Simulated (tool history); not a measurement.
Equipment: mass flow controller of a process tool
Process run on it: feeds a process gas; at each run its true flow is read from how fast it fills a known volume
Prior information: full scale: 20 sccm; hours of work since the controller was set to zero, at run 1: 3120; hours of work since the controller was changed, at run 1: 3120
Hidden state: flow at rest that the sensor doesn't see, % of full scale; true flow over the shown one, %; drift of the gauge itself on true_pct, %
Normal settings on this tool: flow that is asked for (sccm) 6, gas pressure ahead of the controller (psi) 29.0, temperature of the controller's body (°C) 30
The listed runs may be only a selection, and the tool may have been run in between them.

run    hour  flow that is asked for (sccm)  gas pressure ahead of the controller (psi)  temperature of the controller's body (°C)  hours of work since the controller was set to zero  hours of work since the controller was changed  true flow (%)
  1     0.0                              6                                        29.0                                         30                                                3120                                            3120          98.42
  2   393.8                              6                                        29.0                                         30                                                3365                                            3365          98.43
  3   708.1                              6                                        29.0                                         30                                                3560                                            3560          98.38
  4  1081.1                              6                                        29.0                                         30                                                3793                                            3793          98.44
     1521.3  -- controller's zero set anew
  5  1535.6                              6                                        29.0                                         30                                                   9                                            4075          98.37
  6  1760.7                              6                                        29.0                                         30                                                 149                                            4215          98.45
  7  2166.6                              6                                        29.0                                         30                                                 402                                            4468          98.37
  8  2420.5                              6                                        22.2                                         30                                                 560                                            4626          98.17
  9  2905.5                              3                                        40.5                                         22                                                 862                                            4928          98.78

Run 10 has not been measured yet. What should we expect?
 10  3253.0                              7                                        34.7                                         27                                                1078                                            5144              ?

{"run 10": {"true flow (%)": 98.82}}
Were there no unlogged condition in the tool, this run, its random variation unchanged, would have produced true flow (%) 98.80.
